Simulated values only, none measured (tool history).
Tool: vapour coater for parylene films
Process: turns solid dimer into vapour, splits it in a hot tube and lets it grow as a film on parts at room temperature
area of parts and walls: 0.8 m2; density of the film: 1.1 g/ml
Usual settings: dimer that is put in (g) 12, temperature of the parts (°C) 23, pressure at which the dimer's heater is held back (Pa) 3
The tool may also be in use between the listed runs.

run	day	dimer that is put in (g)	temperature of the parts (°C)	pressure at which the dimer's heater is held back (Pa)	thickness of the film (um)
1	0	12	23	3	9.53
2	2.071	12	23	3	9.6
3	3.925	12	23	3	9.51
4	6.404	12	23	7.18	8.22
5	7.704	12	23	7.18	8.16
6	10.362	12	23	7.18	8.2
7	11.825	12	23	3	9.16
8	14.321	12	23	3	9.18
9	16.558	12	23	3	9.34
10	18.492	12	23	3	8.92
11	21.275	12	23	3	8.98
12	22.888	12	23	4.29	8.44
13	25.638	12	23	4.29	8.34
14	28.567	12	23	4.29	8.21
15	30.217	12	23	4.29	8.13
16	31.75	12	27	4.29	6.89
17	33.421	12	27	4.29	6.75
18	34.792	12	27	4.29	6.86
19	36.317	12	27	4.29	6.76
# day 36.542: table's thermometer calibrated
20	38.342	12	27	4.29	6.63
# day 39.108: trap's valve overhauled
21	41.321	12	27	4.29	7.72
22	43.292	12	27	4.29	7.66
23	45.012	12	27	4.29	7.6
# day 46.446: table's thermometer calibrated, once more
24	47.288	20	27	2.93	13.01
25	50.196	10	23	3	7.74
26	51.588	22	35	3	9.75
27	53.612	7	18	2.12	7.07
28	55.725	16	29	2.55	9.5
29	58.046	12	16	2.9	12.03
30	59.971	11	16	2.46	11.39
31	62.138	9	24	8.18	5.47
32	63.617	9	24	8.18	5.42
33	65.783	6	21	2.72	4.81
34	67.662	6	21	2.72	4.8
35	69.133	22	16	5.3	20.01
36	71.229	12	23	2.84	8.6
37	73.992	12	30	8.45	5.34
38	76.642	21	32	3	9.79
39	78.967	21	34	2.26	9.19
# day 81.504: trap's valve overhauled
40	81.504	19	21	8.49	14.26
41	83.196	19	21	8.49	14.33
42	85.225	13	35	3	6.07
43	86.9	6	23	3	4.69
44	89.346	19	23	3	14.82
45	90.717	16	16	5.72	15.49

Forecast each of these 3 alternatives for the next run:
A	93.392	16	22	5.72	?
B	93.392	11	16	9.17	?
C	93.392	16	16	10.56	?

run	thickness of the film (um)
A	11.7
B	9.95
C	14.15
Without the tool's hidden state the same runs would have given:
run	thickness of the film (um)
A	12.19
B	10.37
C	14.74

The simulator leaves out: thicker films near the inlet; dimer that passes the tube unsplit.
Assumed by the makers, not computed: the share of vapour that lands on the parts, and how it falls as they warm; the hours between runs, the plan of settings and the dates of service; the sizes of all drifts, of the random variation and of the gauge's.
